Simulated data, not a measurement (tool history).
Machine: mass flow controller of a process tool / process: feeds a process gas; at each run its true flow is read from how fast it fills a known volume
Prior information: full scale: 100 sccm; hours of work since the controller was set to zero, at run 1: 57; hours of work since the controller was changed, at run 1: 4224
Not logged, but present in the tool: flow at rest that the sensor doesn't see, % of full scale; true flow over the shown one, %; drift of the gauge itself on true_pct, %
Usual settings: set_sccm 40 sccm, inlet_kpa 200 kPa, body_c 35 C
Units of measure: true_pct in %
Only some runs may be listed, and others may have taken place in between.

run      day  set_sccm  inlet_kpa  body_c  hours of work since the controller was set to zero  hours of work since the controller was changed  true_pct
  1        0        40        200      35                                                  57                                            4224    100.46
  2    6.054        40        200      35                                                 120                                            4287    100.45
  3   14.212        40        200      35                                                 205                                            4372    100.68
  4   26.612        40        200      35                                                 334                                            4500     100.5
  5   34.721        40        200      35                                                 418                                            4585    100.56
  6   47.983        40        200      35                                                 556                                            4722    100.46
  7   53.921        40        200      35                                                 617                                            4784    100.49
  8   65.662        40        200      35                                                 739                                            4906    100.46
  9   76.742        40        200      35                                                 854                                            5021    100.72
 10     87.3        40        146      35                                                 964                                            5130    100.28
 11   94.946        40        146      35                                                1043                                            5210    100.23
 12  106.004        40        200      35                                                1158                                            5325    100.51
 13  112.262        40        200      33                                                1223                                            5390    100.47
 14  119.146        40        200      33                                                1294                                            5461    100.54
 15  128.942        12        213      35                                                1396                                            5563     98.67
 16  138.783        40        173      20                                                1498                                            5665     99.95
 17  150.921        40        173      20                                                1624                                            5791     99.95
 18  159.829        40        180      31                                                1717                                            5883     100.3
 19  165.825       100        180      31                                                1779                                            5946    101.77
 20  176.162        40        200      26                                                1886                                            6053    100.28
 21  184.888        40        200      31                                                1977                                            6143    100.38
 22  197.338        33        172      35                                                2106                                            6273    100.14
 23  204.567        13        168      35                                                2181                                            6348     97.95
 24  212.492        54        168      22                                                2264                                            6430    100.56
 25  221.846        54        171      30                                                2361                                            6527    100.75
 26  233.279        40        200      37                                                2479                                            6646    100.63
 27  241.058        40        200      37                                                2560                                            6727    100.62
 28  250.021        27        198      22                                                2653                                            6820      99.4

Consider 4 possible next runs. They are alternatives, not a sequence: every one starts from the tool as it was left by run 28. What does each give?
  A  260.867        11        140      22                                                2766                                            6932         ?
  B  260.867        40        262      20                                                2766                                            6932         ?
  C  260.867        19        227      38                                                2766                                            6932         ?
  D  260.867        40        177      35                                                2766                                            6932         ?

run  true_pct
  A     96.43
  B    100.29
  C     99.18
  D    100.51
With the hidden condition removed and each run's random variation left untouched, the same runs would have given:
run  true_pct
  A      98.2
  B     99.09
  C     99.23
  D     99.31

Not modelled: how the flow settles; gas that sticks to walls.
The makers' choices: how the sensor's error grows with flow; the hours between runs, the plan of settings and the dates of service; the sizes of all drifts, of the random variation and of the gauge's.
